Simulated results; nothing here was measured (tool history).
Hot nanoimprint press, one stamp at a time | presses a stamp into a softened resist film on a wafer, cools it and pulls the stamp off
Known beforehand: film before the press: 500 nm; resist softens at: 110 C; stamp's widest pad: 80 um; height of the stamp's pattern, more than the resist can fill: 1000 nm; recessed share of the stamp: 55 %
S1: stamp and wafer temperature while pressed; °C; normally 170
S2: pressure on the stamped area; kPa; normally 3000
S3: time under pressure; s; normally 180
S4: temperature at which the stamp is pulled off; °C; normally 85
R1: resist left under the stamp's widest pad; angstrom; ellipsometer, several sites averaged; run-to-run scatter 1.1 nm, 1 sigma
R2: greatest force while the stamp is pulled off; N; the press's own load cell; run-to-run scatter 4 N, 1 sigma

Run 1, day 0: usual settings. Result: R1 2932 angstrom, R2 242 N.
Run 2, day 1.146: usual settings but S1 180 °C. Result: R1 2068 angstrom, R2 250 N.
At day 1.5: stamp cleaned and given a new release coat.
Run 3, day 2.267: usual settings. Result: R1 2921 angstrom, R2 192 N.
Run 4, day 2.975: usual settings. Result: R1 2914 angstrom, R2 194 N.
Run 5, day 3.638: usual settings. Result: R1 2894 angstrom, R2 205 N.
Run 6, day 4.229: usual settings. Result: R1 2893 angstrom, R2 205 N.
Run 7, day 5.25: usual settings. Result: R1 2904 angstrom, R2 213 N.
Run 8, day 6.517: usual settings but S2 1940 kPa. Result: R1 3325 angstrom, R2 220 N.
Run 9, day 7.529: usual settings but S2 1940 kPa. Result: R1 3329 angstrom, R2 221 N.
Run 10, day 8.462: usual settings but S2 1940 kPa. Result: R1 3341 angstrom, R2 226 N.
Run 11, day 9.279: usual settings but S2 1940 kPa. Result: R1 3308 angstrom, R2 244 N.
Run 12, day 10.142: usual settings but S2 1940 kPa. Result: R1 3322 angstrom, R2 244 N.
Run 13, day 10.95: usual settings but S2 1940 kPa. Result: R1 3322 angstrom, R2 241 N.
At day 12.175: stamp cleaned and given a new release coat.
At day 12.579: plate thermocouple calibrated.
Run 14, day 12.579: usual settings but S2 1940 kPa. Result: R1 3371 angstrom, R2 192 N.
Run 15, day 13.967: usual settings but S2 1940 kPa. Result: R1 3357 angstrom, R2 203 N.
Run 16, day 14.792: usual settings but S2 1940 kPa. Result: R1 3360 angstrom, R2 202 N.
Run 17, day 15.504: usual settings but S2 1940 kPa. Result: R1 3341 angstrom, R2 207 N.
Run 18, day 16.604: usual settings but S1 159 °C, S3 326 s. Result: R1 3497 angstrom, R2 216 N.
Run 19, day 17.854: usual settings but S3 170 s, S4 80 °C. Result: R1 2955 angstrom, R2 268 N.
Run 20, day 19.158: usual settings but S2 3680 kPa, S3 144 s, S4 79 °C. Result: R1 2900 angstrom, R2 295 N.
Run 21, day 20.229: usual settings but S3 257 s, S4 92 °C. Result: R1 2552 angstrom, R2 188 N.
Run 22, day 20.938: usual settings but S1 168 °C, S2 3450 kPa, S3 124 s, S4 92 °C. Result: R1 3288 angstrom, R2 195 N.
Run 23, day 22.004: usual settings but S1 168 °C, S2 3450 kPa, S3 124 s, S4 91 °C. Result: R1 3282 angstrom, R2 206 N.
At day 22.983: stamp cleaned and given a new release coat.
Run 24, day 23.467: usual settings but S1 168 °C, S2 3450 kPa, S3 124 s, S4 91 °C. Result: R1 3286 angstrom, R2 154 N.
Run 25, day 24.779: usual settings but S1 172 °C, S2 2010 kPa, S3 124 s, S4 91 °C. Result: R1 3436 angstrom, R2 163 N.
Run 26, day 26.079: usual settings but S1 166 °C, S2 2010 kPa, S3 181 s, S4 91 °C. Result: R1 3646 angstrom, R2 168 N.
Run 27, day 27.175: usual settings but S1 166 °C, S2 2010 kPa, S3 103 s, S4 82 °C. Result: R1 4063 angstrom, R2 230 N.
Run 28, day 28.162: usual settings but S1 166 °C, S2 2010 kPa, S3 103 s, S4 82 °C. Result: R1 4062 angstrom, R2 242 N.
Run 29, day 28.958: usual settings but S1 166 °C, S2 2010 kPa, S3 103 s, S4 82 °C. Result: R1 4030 angstrom, R2 228 N.
Run 30, day 29.721: usual settings but S1 166 °C, S2 4200 kPa, S3 103 s, S4 82 °C. Result: R1 3433 angstrom, R2 237 N.

Table of differences, measured result less the result of that run with no hidden state. Run-to-run variation is the same in both. Gauge scatter possibly is not:
Hidden conditions of the tool in this case: true temperature over the reading, C; pressure that arrives at the usual setting, %; grip of the stamp's worn release coat, % over a new coat's; drift of the gauge itself on residual_nm, %; drift of the gauge itself on pull_off_n, %.
run   R1   R2
  1   -4  +51
  2   -6  +57
  3  -12   +3
  4  -15   +6
  5  -17  +10
  6  -20  +13
  7  -23  +19
  8  -32  +25
  9  -35  +30
 10  -39  +35
 11  -42  +42
 12  -46  +46
 13  -50  +49
 14   -3   +1
 15   -9   +8
 16  -13  +12
 17  -15  +16
 18  -19  +22
 19  -20  +35
 20  -21  +46
 21  -30  +32
 22  -31  +36
 23  -35  +42
 24  -40   -2
 25  -50   +3
 26  -60   +9
 27  -51  +20
 28  -54  +26
 29  -56  +29
 30  -59  +34
